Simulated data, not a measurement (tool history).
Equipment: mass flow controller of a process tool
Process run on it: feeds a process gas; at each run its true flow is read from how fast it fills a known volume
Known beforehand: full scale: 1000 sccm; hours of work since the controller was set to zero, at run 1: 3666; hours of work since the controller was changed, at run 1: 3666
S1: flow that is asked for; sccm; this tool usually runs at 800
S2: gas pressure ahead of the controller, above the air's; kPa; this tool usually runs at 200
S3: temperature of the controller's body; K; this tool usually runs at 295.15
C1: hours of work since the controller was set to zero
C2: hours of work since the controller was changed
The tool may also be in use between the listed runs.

run 1 hour=0.0 | S1=800 S2=200 S3=295.15 | C1=3666 C2=3666 | true_flow_(%)=97.33
run 2 hour=242.4 | S1=800 S2=200 S3=295.15 | C1=3805 C2=3805 | true_flow_(%)=97.28
run 3 hour=470.0 | S1=800 S2=200 S3=295.15 | C1=3935 C2=3935 | true_flow_(%)=97.28
run 4 hour=874.4 | S1=800 S2=200 S3=295.15 | C1=4167 C2=4167 | true_flow_(%)=96.94
run 5 hour=1094.2 | S1=800 S2=178 S3=295.15 | C1=4293 C2=4293 | true_flow_(%)=97.16
run 6 hour=1470.5 | S1=800 S2=142 S3=295.15 | C1=4509 C2=4509 | true_flow_(%)=97.24
run 7 hour=1900.5 | S1=800 S2=200 S3=295.15 | C1=4755 C2=4755 | true_flow_(%)=96.83
run 8 hour=2261.4 | S1=800 S2=200 S3=295.15 | C1=4962 C2=4962 | true_flow_(%)=96.53
run 9 hour=2529.5 | S1=800 S2=200 S3=295.15 | C1=5116 C2=5116 | true_flow_(%)=96.54
run 10 hour=2969.8 | S1=800 S2=200 S3=295.15 | C1=5368 C2=5368 | true_flow_(%)=96.34
-- hour=3013.2 controller exchanged for a calibrated one
run 11 hour=3392.7 | S1=306 S2=200 S3=295.15 | C1=218 C2=218 | true_flow_(%)=97.93
run 12 hour=3850.4 | S1=306 S2=200 S3=295.15 | C1=480 C2=480 | true_flow_(%)=97.72
run 13 hour=4315.6 | S1=306 S2=200 S3=300.15 | C1=747 C2=747 | true_flow_(%)=97.28
run 14 hour=4652.0 | S1=306 S2=200 S3=300.15 | C1=940 C2=940 | true_flow_(%)=97.29
run 15 hour=5033.7 | S1=306 S2=200 S3=300.15 | C1=1158 C2=1158 | true_flow_(%)=97.12
run 16 hour=5458.1 | S1=800 S2=200 S3=295.15 | C1=1402 C2=1402 | true_flow_(%)=98.77
run 17 hour=5928.7 | S1=794 S2=200 S3=295.15 | C1=1672 C2=1672 | true_flow_(%)=98.38
run 18 hour=6176.5 | S1=800 S2=161 S3=295.15 | C1=1814 C2=1814 | true_flow_(%)=98.67
run 19 hour=6650.0 | S1=800 S2=161 S3=295.15 | C1=2085 C2=2085 | true_flow_(%)=98.59
run 20 hour=7105.6 | S1=800 S2=200 S3=295.15 | C1=2346 C2=2346 | true_flow_(%)=98.10
run 21 hour=7501.9 | S1=800 S2=211 S3=295.15 | C1=2574 C2=2574 | true_flow_(%)=97.84
run 22 hour=7727.1 | S1=800 S2=200 S3=299.15 | C1=2703 C2=2703 | true_flow_(%)=97.68
run 23 hour=7939.0 | S1=850 S2=200 S3=295.15 | C1=2824 C2=2824 | true_flow_(%)=98.01
run 24 hour=8388.7 | S1=114 S2=200 S3=295.15 | C1=3082 C2=3082 | true_flow_(%)=93.26
run 25 hour=8754.2 | S1=215 S2=155 S3=298.15 | C1=3292 C2=3292 | true_flow_(%)=94.94
run 26 hour=8970.6 | S1=215 S2=155 S3=298.15 | C1=3416 C2=3416 | true_flow_(%)=94.92
run 27 hour=9347.2 | S1=344 S2=223 S3=298.15 | C1=3631 C2=3631 | true_flow_(%)=95.40
run 28 hour=9769.1 | S1=245 S2=183 S3=296.15 | C1=3873 C2=3873 | true_flow_(%)=94.54
run 29 hour=10125.4 | S1=124 S2=183 S3=296.15 | C1=4078 C2=4078 | true_flow_(%)=92.39
run 30 hour=10354.8 | S1=124 S2=183 S3=296.15 | C1=4209 C2=4209 | true_flow_(%)=92.26
run 31 hour=10621.1 | S1=102 S2=217 S3=302.15 | C1=4362 C2=4362 | true_flow_(%)=90.82
run 32 hour=10819.8 | S1=102 S2=217 S3=302.15 | C1=4476 C2=4476 | true_flow_(%)=90.51
run 33 hour=11016.4 | S1=503 S2=213 S3=296.15 | C1=4588 C2=4588 | true_flow_(%)=95.69
run 34 hour=11359.6 | S1=503 S2=213 S3=296.15 | C1=4785 C2=4785 | true_flow_(%)=95.37
run 35 hour=11779.4 | S1=322 S2=171 S3=304.15 | C1=5026 C2=5026 | true_flow_(%)=94.36
run 36 hour=12192.4 | S1=322 S2=171 S3=304.15 | C1=5263 C2=5263 | true_flow_(%)=93.99
-- hour=12419.6 controller exchanged for a calibrated one
run 37 hour=12425.5 | S1=322 S2=171 S3=304.15 | C1=3 C2=3 | true_flow_(%)=98.45
run 38 hour=12656.9 | S1=415 S2=161 S3=295.15 | C1=136 C2=136 | true_flow_(%)=99.01
run 39 hour=13105.7 | S1=800 S2=200 S3=296.15 | C1=393 C2=393 | true_flow_(%)=99.60
run 40 hour=13588.5 | S1=800 S2=239 S3=295.15 | C1=670 C2=670 | true_flow_(%)=99.07
run 41 hour=13928.0 | S1=194 S2=185 S3=300.15 | C1=865 C2=865 | true_flow_(%)=97.18
run 42 hour=14289.2 | S1=579 S2=206 S3=312.15 | C1=1072 C2=1072 | true_flow_(%)=97.92
run 43 hour=14706.2 | S1=534 S2=186 S3=295.15 | C1=1311 C2=1311 | true_flow_(%)=98.24
run 44 hour=15186.8 | S1=534 S2=186 S3=295.15 | C1=1587 C2=1587 | true_flow_(%)=98.18
run 45 hour=15525.2 | S1=800 S2=200 S3=295.15 | C1=1781 C2=1781 | true_flow_(%)=98.82
run 46 hour=15978.7 | S1=800 S2=200 S3=295.15 | C1=2041 C2=2041 | true_flow_(%)=98.67
run 47 hour=16411.6 | S1=800 S2=266 S3=295.15 | C1=2289 C2=2289 | true_flow_(%)=98.08
run 48 hour=16819.4 | S1=800 S2=266 S3=295.15 | C1=2523 C2=2523 | true_flow_(%)=97.83

Alternative continuations, all from the tool just after run 48; predict every row:
run A hour=17048.0 | S1=264 S2=190 S3=294.15 | C1=2654 C2=2654 | true_flow_(%)=?
run B hour=17048.0 | S1=711 S2=200 S3=295.15 | C1=2654 C2=2654 | true_flow_(%)=?
run C hour=17048.0 | S1=218 S2=181 S3=295.15 | C1=2654 C2=2654 | true_flow_(%)=?

run=A true_flow_(%)=96.12
run=B true_flow_(%)=98.03
run=C true_flow_(%)=96.09
Take away the tool's hidden state, keep each run's random variation, and the runs would have read:
run=A true_flow_(%)=98.18
run=B true_flow_(%)=99.38
run=C true_flow_(%)=98.40

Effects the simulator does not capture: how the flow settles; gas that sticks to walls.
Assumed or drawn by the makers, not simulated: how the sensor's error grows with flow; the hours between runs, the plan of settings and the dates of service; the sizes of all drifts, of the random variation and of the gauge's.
